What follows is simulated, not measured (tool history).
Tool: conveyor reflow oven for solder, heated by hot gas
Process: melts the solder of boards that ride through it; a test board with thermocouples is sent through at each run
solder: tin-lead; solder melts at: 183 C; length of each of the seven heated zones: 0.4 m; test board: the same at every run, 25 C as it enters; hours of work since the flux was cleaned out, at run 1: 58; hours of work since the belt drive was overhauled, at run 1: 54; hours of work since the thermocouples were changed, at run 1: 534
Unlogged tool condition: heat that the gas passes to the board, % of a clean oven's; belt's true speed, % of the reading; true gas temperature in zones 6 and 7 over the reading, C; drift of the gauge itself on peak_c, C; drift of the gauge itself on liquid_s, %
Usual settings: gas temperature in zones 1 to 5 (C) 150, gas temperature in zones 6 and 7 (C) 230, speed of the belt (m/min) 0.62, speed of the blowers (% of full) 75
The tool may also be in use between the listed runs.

run   hour  gas temperature in zones 1 to 5 (C)  gas temperature in zones 6 and 7 (C)  speed of the belt (m/min)  speed of the blowers (% of full)  hours of work since the flux was cleaned out  hours of work since the belt drive was overhauled  hours of work since the thermocouples were changed  highest temperature of the board (C)  time above the solder's melting point (s)
  1      0                                  150                                   230                       0.62                                75                                            58                                                 54                                                 534                                 213.6                                       60.1
  2    8.7                                  150                                   241                       0.62                                75                                            62                                                 58                                                 538                                 222.8                                       65.7
  3     16                                  150                                   230                       0.62                                75                                            66                                                 61                                                 541                                 213.8                                       59.2
  4   24.9                                  150                                   230                       0.62                                75                                            70                                                 65                                                 545                                 213.9                                       59.5
  5   31.1                                  150                                   224                       0.62                                75                                            73                                                 68                                                 548                                 208.8                                       54.8
  6   38.6                                  150                                   230                       0.62                                75                                            76                                                 72                                                 552                                 213.8                                       59.3
  7   42.3                                  150                                   230                       0.62                                75                                            78                                                 73                                                 553                                 213.8                                       59.1
  8   47.2                                  150                                   230                      0.605                                75                                            80                                                 76                                                 556                                 214.3                                       62.2
  9   51.5                                  150                                   230                      0.589                                75                                            82                                                 78                                                 558                                 215.4                                       64.3
 10   58.7                                  159                                   230                      0.589                                75                                            86                                                 81                                                 561                                   217                                       70.3
 11   67.4                                  159                                   230                      0.589                                75                                            90                                                 85                                                 565                                 216.9                                       70.8
 12   74.5                                  159                                   230                      0.589                                75                                            93                                                 88                                                 568                                   217                                         70
 13   78.5                                  150                                   228                       0.62                                75                                            95                                                 90                                                 570                                 212.2                                       57.8
 14   82.7                                  150                                   228                       0.62                                75                                            97                                                 92                                                 572                                   212                                         58
 15   90.9                                  150                                   228                       0.62                                85                                           101                                                 96                                                 576                                 214.3                                       60.8
 16   95.5                                  150                                   228                       0.62                                85                                           103                                                 98                                                 578                                 214.5                                       61.5
 17  103.5                                  150                                   240                       0.62                                56                                           106                                                102                                                 582                                 214.7                                       58.4
 18  107.2                                  137                                   230                      0.679                                89                                           108                                                104                                                 583                                 212.2                                       48.2
 19  111.4                                  136                                   239                      0.679                                89                                           110                                                106                                                 585                                 219.5                                       53.5
 20  117.1                                  136                                   239                      0.679                                89                                           113                                                108                                                 588                                 219.5                                       53.3
 21    126                                  136                                   239                      0.679                                89                                           117                                                112                                                 592                                 219.6                                       53.5
 22  130.6                                  136                                   239                      0.679                                89                                           119                                                114                                                 594                                 219.5                                       53.9
 23  134.3                                  152                                   230                      0.614                                75                                           121                                                116                                                 596                                 214.4                                       61.4
 24  141.1                                  150                                   230                      0.519                                89                                           124                                                119                                                 599                                 221.2                                       79.1
 25  149.4                                  143                                   225                      0.519                                70                                           128                                                123                                                 603                                 211.8                                       66.9
 26  155.5                                  143                                   238                      0.513                                52                                           131                                                126                                                 606                                 216.5                                       70.3
 27  161.3                                  150                                   230                       0.62                                82                                           133                                                129                                                 609                                 215.6                                       61.2
 28  168.7                                  150                                   230                       0.62                                82                                           137                                                132                                                 612                                 215.7                                       61.2
 29  172.5                                  138                                   230                      0.528                                61                                           139                                                134                                                 614                                 211.7                                       61.7
 30  180.2                                  149                                   230                       0.62                                75                                           142                                                138                                                 617                                 213.6                                       59.1
 31  188.4                                  150                                   230                      0.518                                75                                           146                                                141                                                 621                                 218.6                                       76.8
 32  195.3                                  150                                   230                      0.518                                75                                           149                                                145                                                 624                                 218.4                                       76.9

What if the next run were any one of these 3? Each begins from the tool's condition after run 32:
  A  203.4                                  150                                   225                       0.55                                75                                           153                                                148                                                 628                                     ?                                          ?
  B  203.4                                  150                                   227                      0.738                                59                                           153                                                148                                                 628                                     ?                                          ?
  C  203.4                                  162                                   230                      0.659                                75                                           153                                                148                                                 628                                     ?                                          ?

run  highest temperature of the board (C)  time above the solder's melting point (s)
  A                                 212.8                                       66.9
  B                                 199.7                                       33.1
  C                                 214.5                                       62.1
Without the tool's hidden state the same runs would have given:
run  highest temperature of the board (C)  time above the solder's melting point (s)
  A                                 212.8                                       66.9
  B                                 199.7                                         33
  C                                 214.5                                       62.1
